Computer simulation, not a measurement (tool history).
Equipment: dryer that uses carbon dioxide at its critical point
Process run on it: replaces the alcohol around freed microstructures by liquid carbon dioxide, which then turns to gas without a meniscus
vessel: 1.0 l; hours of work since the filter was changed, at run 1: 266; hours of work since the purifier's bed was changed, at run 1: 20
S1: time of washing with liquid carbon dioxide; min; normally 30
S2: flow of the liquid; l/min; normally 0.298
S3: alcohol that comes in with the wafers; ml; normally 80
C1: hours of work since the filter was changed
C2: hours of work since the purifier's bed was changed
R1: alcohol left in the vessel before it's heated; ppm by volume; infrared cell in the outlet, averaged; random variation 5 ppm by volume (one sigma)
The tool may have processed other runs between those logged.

{"run": 1, "hour": 0.0, "S1": 30, "S2": 0.298, "S3": 80, "C1": 266, "C2": 20, "R1": 75}
{"run": 2, "hour": 12.7, "S1": 30, "S2": 0.298, "S3": 80, "C1": 272, "C2": 26, "R1": 81}
{"run": 3, "hour": 30.8, "S1": 30, "S2": 0.298, "S3": 80, "C1": 280, "C2": 35, "R1": 89}
{"run": 4, "hour": 43.2, "S1": 30, "S2": 0.298, "S3": 80, "C1": 286, "C2": 41, "R1": 97}
{"run": 5, "hour": 60.8, "S1": 30, "S2": 0.298, "S3": 80, "C1": 295, "C2": 49, "R1": 90}
{"run": 6, "hour": 79.4, "S1": 30, "S2": 0.298, "S3": 80, "C1": 304, "C2": 58, "R1": 93}
{"run": 7, "hour": 96.9, "S1": 20, "S2": 0.298, "S3": 80, "C1": 312, "C2": 66, "R1": 823}
{"run": 8, "hour": 113.8, "S1": 20, "S2": 0.298, "S3": 80, "C1": 320, "C2": 74, "R1": 806}
{"run": 9, "hour": 133.1, "S1": 30, "S2": 0.279, "S3": 80, "C1": 329, "C2": 84, "R1": 163}
{"run": 10, "hour": 150.3, "S1": 30, "S2": 0.279, "S3": 80, "C1": 338, "C2": 92, "R1": 156}
{"run": 11, "hour": 163.3, "S1": 30, "S2": 0.279, "S3": 80, "C1": 344, "C2": 98, "R1": 163}
{"run": 12, "hour": 182.1, "S1": 30, "S2": 0.279, "S3": 80, "C1": 353, "C2": 107, "R1": 168}
{"run": 13, "hour": 200.8, "S1": 30, "S2": 0.279, "S3": 80, "C1": 362, "C2": 116, "R1": 177}
{"run": 14, "hour": 209.8, "S1": 30, "S2": 0.298, "S3": 80, "C1": 366, "C2": 120, "R1": 116}
{"run": 15, "hour": 219.1, "S1": 41, "S2": 0.298, "S3": 80, "C1": 371, "C2": 125, "R1": 45}
{"run": 16, "hour": 238.5, "S1": 41, "S2": 0.298, "S3": 80, "C1": 380, "C2": 134, "R1": 46}
{"run": 17, "hour": 253.4, "S1": 24, "S2": 0.298, "S3": 80, "C1": 387, "C2": 141, "R1": 392}
{"hour": 260.3, "done": "inlet filter changed"}
{"run": 18, "hour": 268.2, "S1": 40, "S2": 0.298, "S3": 80, "C1": 4, "C2": 148, "R1": 53}
{"run": 19, "hour": 278.7, "S1": 30, "S2": 0.298, "S3": 35, "C1": 9, "C2": 153, "R1": 57}
{"run": 20, "hour": 296.4, "S1": 30, "S2": 0.298, "S3": 80, "C1": 17, "C2": 162, "R1": 87}
{"run": 21, "hour": 311.9, "S1": 33, "S2": 0.298, "S3": 80, "C1": 25, "C2": 169, "R1": 63}
{"run": 22, "hour": 320.4, "S1": 33, "S2": 0.448, "S3": 36, "C1": 29, "C2": 173, "R1": 56}
{"run": 23, "hour": 329.3, "S1": 18, "S2": 0.448, "S3": 36, "C1": 33, "C2": 177, "R1": 87}
{"run": 24, "hour": 349.0, "S1": 18, "S2": 0.214, "S3": 80, "C1": 43, "C2": 187, "R1": 3269}
{"run": 25, "hour": 359.2, "S1": 18, "S2": 0.214, "S3": 80, "C1": 47, "C2": 192, "R1": 3261}
{"run": 26, "hour": 375.2, "S1": 22, "S2": 0.214, "S3": 41, "C1": 55, "C2": 199, "R1": 850}
{"run": 27, "hour": 388.9, "S1": 25, "S2": 0.341, "S3": 75, "C1": 62, "C2": 206, "R1": 122}
{"run": 28, "hour": 399.8, "S1": 26, "S2": 0.424, "S3": 48, "C1": 67, "C2": 211, "R1": 62}
{"run": 29, "hour": 414.1, "S1": 26, "S2": 0.424, "S3": 48, "C1": 74, "C2": 218, "R1": 72}
{"run": 30, "hour": 425.3, "S1": 30, "S2": 0.266, "S3": 80, "C1": 79, "C2": 223, "R1": 172}
{"run": 31, "hour": 438.5, "S1": 27, "S2": 0.434, "S3": 27, "C1": 86, "C2": 230, "R1": 69}
{"run": 32, "hour": 458.4, "S1": 22, "S2": 0.221, "S3": 88, "C1": 95, "C2": 239, "R1": 1711}
{"run": 33, "hour": 468.8, "S1": 25, "S2": 0.193, "S3": 100, "C1": 100, "C2": 244, "R1": 2034}
{"run": 34, "hour": 480.9, "S1": 47, "S2": 0.379, "S3": 80, "C1": 106, "C2": 250, "R1": 67}
{"run": 35, "hour": 494.6, "S1": 22, "S2": 0.18, "S3": 24, "C1": 112, "C2": 257, "R1": 1039}
{"run": 36, "hour": 505.7, "S1": 45, "S2": 0.276, "S3": 83, "C1": 118, "C2": 262, "R1": 83}
{"run": 37, "hour": 521.5, "S1": 31, "S2": 0.306, "S3": 80, "C1": 125, "C2": 270, "R1": 102}
{"run": 38, "hour": 541.7, "S1": 31, "S2": 0.306, "S3": 80, "C1": 135, "C2": 279, "R1": 107}
{"run": 39, "hour": 558.2, "S1": 21, "S2": 0.298, "S3": 80, "C1": 143, "C2": 287, "R1": 535}
{"run": 40, "hour": 571.0, "S1": 21, "S2": 0.298, "S3": 62, "C1": 149, "C2": 293, "R1": 440}
{"run": 41, "hour": 590.3, "S1": 19, "S2": 0.215, "S3": 94, "C1": 158, "C2": 302, "R1": 3493}
{"run": 42, "hour": 607.5, "S1": 34, "S2": 0.461, "S3": 100, "C1": 167, "C2": 311, "R1": 101}

Forecast each of these 4 alternatives for the next run:
{"run": "A", "hour": 623.7, "S1": 33, "S2": 0.188, "S3": 33, "C1": 174, "C2": 319, "R1": "?"}
{"run": "B", "hour": 623.7, "S1": 48, "S2": 0.325, "S3": 39, "C1": 174, "C2": 319, "R1": "?"}
{"run": "C", "hour": 623.7, "S1": 30, "S2": 0.406, "S3": 71, "C1": 174, "C2": 319, "R1": "?"}
{"run": "D", "hour": 623.7, "S1": 30, "S2": 0.287, "S3": 80, "C1": 174, "C2": 319, "R1": "?"}

run=A R1=339
run=B R1=88
run=C R1=97
run=D R1=163
With no hidden state in the tool, these same runs would have given:
run=A R1=195
run=B R1=4
run=C R1=15
run=D R1=56
